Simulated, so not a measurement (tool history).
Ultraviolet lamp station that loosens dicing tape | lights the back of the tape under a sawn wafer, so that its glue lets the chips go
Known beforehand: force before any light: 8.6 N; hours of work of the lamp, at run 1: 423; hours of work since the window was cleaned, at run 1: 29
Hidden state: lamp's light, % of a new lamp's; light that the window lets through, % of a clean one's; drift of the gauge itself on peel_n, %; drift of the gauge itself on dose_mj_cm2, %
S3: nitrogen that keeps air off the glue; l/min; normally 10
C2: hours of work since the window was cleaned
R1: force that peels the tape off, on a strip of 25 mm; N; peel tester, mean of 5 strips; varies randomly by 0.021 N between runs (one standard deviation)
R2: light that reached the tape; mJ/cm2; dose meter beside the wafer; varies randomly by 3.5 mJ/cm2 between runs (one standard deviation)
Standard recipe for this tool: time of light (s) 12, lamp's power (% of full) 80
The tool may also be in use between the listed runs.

Run 1, day 0.000: usual settings; hours of work of the lamp 423; C2 29. Result: R1 1.102 N, R2 546 mJ/cm2.
Run 2, day 1.579: usual settings; hours of work of the lamp 452; C2 58. Result: R1 1.144 N, R2 545 mJ/cm2.
Run 3, day 2.329: usual settings; hours of work of the lamp 466; C2 72. Result: R1 1.163 N, R2 539 mJ/cm2.
Run 4, day 3.025: usual settings; hours of work of the lamp 479; C2 85. Result: R1 1.189 N, R2 539 mJ/cm2.
Run 5, day 4.021: usual settings but lamp's power (% of full) 91; hours of work of the lamp 497; C2 103. Result: R1 0.930 N, R2 604 mJ/cm2.
Run 6, day 5.075: usual settings but S3 16 l/min; hours of work of the lamp 517; C2 123. Result: R1 0.919 N, R2 536 mJ/cm2.
Run 7, day 6.533: usual settings but time of light (s) 7; hours of work of the lamp 544; C2 150. Result: R1 2.665 N, R2 310 mJ/cm2.
Run 8, day 7.721: usual settings but time of light (s) 7; hours of work of the lamp 566; C2 172. Result: R1 2.656 N, R2 309 mJ/cm2.
Run 9, day 8.871: usual settings but time of light (s) 7; hours of work of the lamp 587; C2 193. Result: R1 2.726 N, R2 306 mJ/cm2.
Run 10, day 10.350: usual settings but time of light (s) 7; hours of work of the lamp 615; C2 220. Result: R1 2.688 N, R2 303 mJ/cm2.
Run 11, day 11.175: usual settings but time of light (s) 7; hours of work of the lamp 630; C2 236. Result: R1 2.798 N, R2 302 mJ/cm2.
Run 12, day 11.908: usual settings; hours of work of the lamp 643; C2 249. Result: R1 1.258 N, R2 508 mJ/cm2.
Run 13, day 13.492: usual settings; hours of work of the lamp 673; C2 279. Result: R1 1.259 N, R2 511 mJ/cm2.
Run 14, day 14.404: usual settings; hours of work of the lamp 690; C2 295. Result: R1 1.290 N, R2 505 mJ/cm2.
Run 15, day 15.154: usual settings; hours of work of the lamp 703; C2 309. Result: R1 1.285 N, R2 500 mJ/cm2.
Run 16, day 16.233: usual settings; hours of work of the lamp 723; C2 329. Result: R1 1.309 N, R2 498 mJ/cm2.
Run 17, day 17.096: usual settings but lamp's power (% of full) 78; hours of work of the lamp 739; C2 345. Result: R1 1.377 N, R2 492 mJ/cm2.
Run 18, day 18.554: usual settings but lamp's power (% of full) 78; hours of work of the lamp 766; C2 372. Result: R1 1.434 N, R2 483 mJ/cm2.
At day 18.746: window cleaned of glue's vapour.
Run 19, day 19.504: usual settings but lamp's power (% of full) 78; hours of work of the lamp 784; C2 14. Result: R1 1.556 N, R2 460 mJ/cm2.
Run 20, day 20.379: usual settings but time of light (s) 9, S3 7 l/min; hours of work of the lamp 800; C2 30. Result: R1 2.626 N, R2 356 mJ/cm2.
Run 21, day 21.500: usual settings but S3 15 l/min; hours of work of the lamp 821; C2 51. Result: R1 1.242 N, R2 466 mJ/cm2.
Run 22, day 22.992: usual settings but time of light (s) 7, lamp's power (% of full) 74, S3 8 l/min; hours of work of the lamp 848; C2 79. Result: R1 3.526 N, R2 246 mJ/cm2.
Run 23, day 24.412: usual settings but time of light (s) 11, lamp's power (% of full) 87, S3 8 l/min; hours of work of the lamp 874; C2 105. Result: R1 1.714 N, R2 455 mJ/cm2.
Run 24, day 25.238: usual settings but time of light (s) 11, lamp's power (% of full) 87, S3 8 l/min; hours of work of the lamp 890; C2 120. Result: R1 1.760 N, R2 456 mJ/cm2.
At day 26.167: window cleaned of glue's vapour, once more.
Run 25, day 26.167: usual settings but time of light (s) 11, lamp's power (% of full) 99, S3 8 l/min; hours of work of the lamp 907; C2 0. Result: R1 1.164 N, R2 596 mJ/cm2.
Run 26, day 26.925: usual settings; hours of work of the lamp 921; C2 14. Result: R1 1.259 N, R2 521 mJ/cm2.
Run 27, day 28.250: usual settings but time of light (s) 15, lamp's power (% of full) 75, S3 7 l/min; hours of work of the lamp 945; C2 39. Result: R1 1.205 N, R2 605 mJ/cm2.
Run 28, day 29.229: usual settings but time of light (s) 17, lamp's power (% of full) 63; hours of work of the lamp 963; C2 57. Result: R1 1.060 N, R2 574 mJ/cm2.
Run 29, day 30.442: usual settings but time of light (s) 17, lamp's power (% of full) 84; hours of work of the lamp 986; C2 79. Result: R1 0.581 N, R2 760 mJ/cm2.
Run 30, day 31.608: usual settings but time of light (s) 20, lamp's power (% of full) 78, S3 5 l/min; hours of work of the lamp 1007; C2 101. Result: R1 0.811 N, R2 819 mJ/cm2.
Run 31, day 32.979: usual settings but S3 5 l/min; hours of work of the lamp 1033; C2 126. Result: R1 1.914 N, R2 508 mJ/cm2.
Run 32, day 33.775: usual settings but time of light (s) 20, S3 15 l/min; hours of work of the lamp 1047; C2 141. Result: R1 0.365 N, R2 835 mJ/cm2.
Run 33, day 34.654: usual settings but time of light (s) 7, lamp's power (% of full) 94, S3 11 l/min; hours of work of the lamp 1064; C2 157. Result: R1 2.304 N, R2 347 mJ/cm2.
Run 34, day 35.512: usual settings but time of light (s) 7, lamp's power (% of full) 94, S3 11 l/min; hours of work of the lamp 1080; C2 173. Result: R1 2.257 N, R2 342 mJ/cm2.
Run 35, day 36.842: usual settings but time of light (s) 8, lamp's power (% of full) 70, S3 4 l/min; hours of work of the lamp 1104; C2 198. Result: R1 3.789 N, R2 286 mJ/cm2.
Run 36, day 38.296: usual settings but time of light (s) 8, lamp's power (% of full) 70, S3 4 l/min; hours of work of the lamp 1131; C2 225. Result: R1 3.886 N, R2 287 mJ/cm2.

Measured minus without-hidden-state, run by run (identical run-to-run variation in each term; gauge scatter may differ):
run      R1    R2
  1  +0.133   -38
  2  +0.152   -43
  3  +0.161   -45
  4  +0.173   -47
  5  +0.154   -56
  6  +0.162   -53
  7  +0.306   -33
  8  +0.321   -35
  9  +0.345   -37
 10  +0.361   -39
 11  +0.387   -41
 12  +0.267   -71
 13  +0.283   -75
 14  +0.299   -77
 15  +0.304   -80
 16  +0.318   -82
 17  +0.341   -83
 18  +0.365   -86
 19  +0.488  -110
 20  +0.643   -87
 21  +0.442  -118
 22  +0.722   -66
 23  +0.572  -124
 24  +0.594  -128
 25  +0.233   -74
 26  +0.251   -67
 27  +0.258   -82
 28  +0.244   -81
 29  +0.149  -113
 30  +0.214  -127
 31  +0.393   -83
 32  +0.094  -140
 33  +0.458   -60
 34  +0.460   -61
 35  +0.516   -53
 36  +0.547   -56
